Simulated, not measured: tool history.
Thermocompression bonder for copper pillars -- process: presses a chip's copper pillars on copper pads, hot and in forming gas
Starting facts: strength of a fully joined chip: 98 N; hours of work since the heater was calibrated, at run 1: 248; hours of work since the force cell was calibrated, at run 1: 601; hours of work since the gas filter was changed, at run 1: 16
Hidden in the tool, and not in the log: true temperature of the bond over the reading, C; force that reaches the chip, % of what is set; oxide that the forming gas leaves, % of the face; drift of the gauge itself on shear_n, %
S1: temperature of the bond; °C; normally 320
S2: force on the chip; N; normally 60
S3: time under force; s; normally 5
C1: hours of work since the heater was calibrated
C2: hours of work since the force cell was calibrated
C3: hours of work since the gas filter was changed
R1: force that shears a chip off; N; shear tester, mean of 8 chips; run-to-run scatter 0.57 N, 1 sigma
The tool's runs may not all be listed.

run	day	S1	S2	S3	C1	C2	C3	R1
1	0	320	60	5	248	601	16	61.7
2	1.288	320	60	5	266	619	35	59.8
3	3.029	320	60	5	291	644	59	60.6
4	4.842	320	60	5	316	670	85	60.8
5	7.025	320	60	5	347	701	116	60
6	8.117	320	60	5	363	716	131	60.2
7	9.308	320	60	5	380	733	148	61.6
8	10.379	320	60	5	395	748	163	61.8
9	11.617	320	60	5	412	766	181	60.7
10	12.646	332	60	5	427	780	195	66.1
11	14.942	332	60	5	459	813	228	66.3
12	17.175	332	60	5	491	844	259	65.5
13	18.417	332	60	5	508	862	277	65.7
14	20.888	332	36	5	543	897	312	41.8
# day 22.417: heater calibrated with a thermocouple chip
15	22.992	332	36	5	8	926	341	42.5
16	24.838	320	60	5	34	952	367	60.4
17	26.796	320	60	5	62	979	394	61.5
# day 27.158: forming gas filter changed
18	27.85	320	60	5	77	994	10	60.4
19	29.829	320	60	5	105	1022	38	60.8
20	32.229	320	60	5	139	1056	72	62.7
21	34.675	305	76	9	173	1091	106	75.4
22	35.717	291	40	5	188	1105	121	30.2
23	37.862	340	75	9	218	1136	151	87.7
24	39.775	340	75	9	245	1163	179	87.3
25	41.596	332	60	5	271	1188	204	65.7
26	42.683	338	64	11	287	1204	220	83.1
27	44.612	306	42	5	314	1231	247	38.1
28	46.5	306	42	5	341	1258	274	38.5
29	48.717	320	36	5	372	1289	305	36.2
30	49.738	320	64	15	386	1304	320	82.5
31	51.838	320	44	3	416	1333	349	37.8
32	54.321	320	44	3	451	1369	384	37.8
# day 55.438: forming gas filter changed
33	56.175	301	42	5	477	1395	10	35.9
34	58.321	337	60	15	508	1425	41	86
35	60.292	337	60	15	535	1453	69	86.2
# day 62.479: heater calibrated with a thermocouple chip
36	62.579	337	60	15	1	1484	100	85.3
37	64.221	337	60	15	25	1507	123	86.6
38	65.354	333	60	4	41	1523	139	63.7
39	67.592	295	57	6	72	1555	171	49
40	69.217	295	57	6	95	1578	194	50

Describe how what the log doesn't record of the tool's condition differs between the last listed run preceding each entry between runs and the first listed run following it.
Logged between run 14 and run 15: heater calibrated with a thermocouple chip (day 22.417)
  true temperature of the bond over the reading, C: -0.8 -> 0; oxide that the forming gas leaves, % of the face: 0.91 -> 0.95
Logged between run 17 and run 18: forming gas filter changed (day 27.158)
  oxide that the forming gas leaves, % of the face: 1.02 -> 0.52
Logged between run 32 and run 33: forming gas filter changed (day 55.438)
  oxide that the forming gas leaves, % of the face: 1.01 -> 0.53
Logged between run 35 and run 36: heater calibrated with a thermocouple chip (day 62.479)
  true temperature of the bond over the reading, C: -0.7 -> 0; oxide that the forming gas leaves, % of the face: 0.6 -> 0.64

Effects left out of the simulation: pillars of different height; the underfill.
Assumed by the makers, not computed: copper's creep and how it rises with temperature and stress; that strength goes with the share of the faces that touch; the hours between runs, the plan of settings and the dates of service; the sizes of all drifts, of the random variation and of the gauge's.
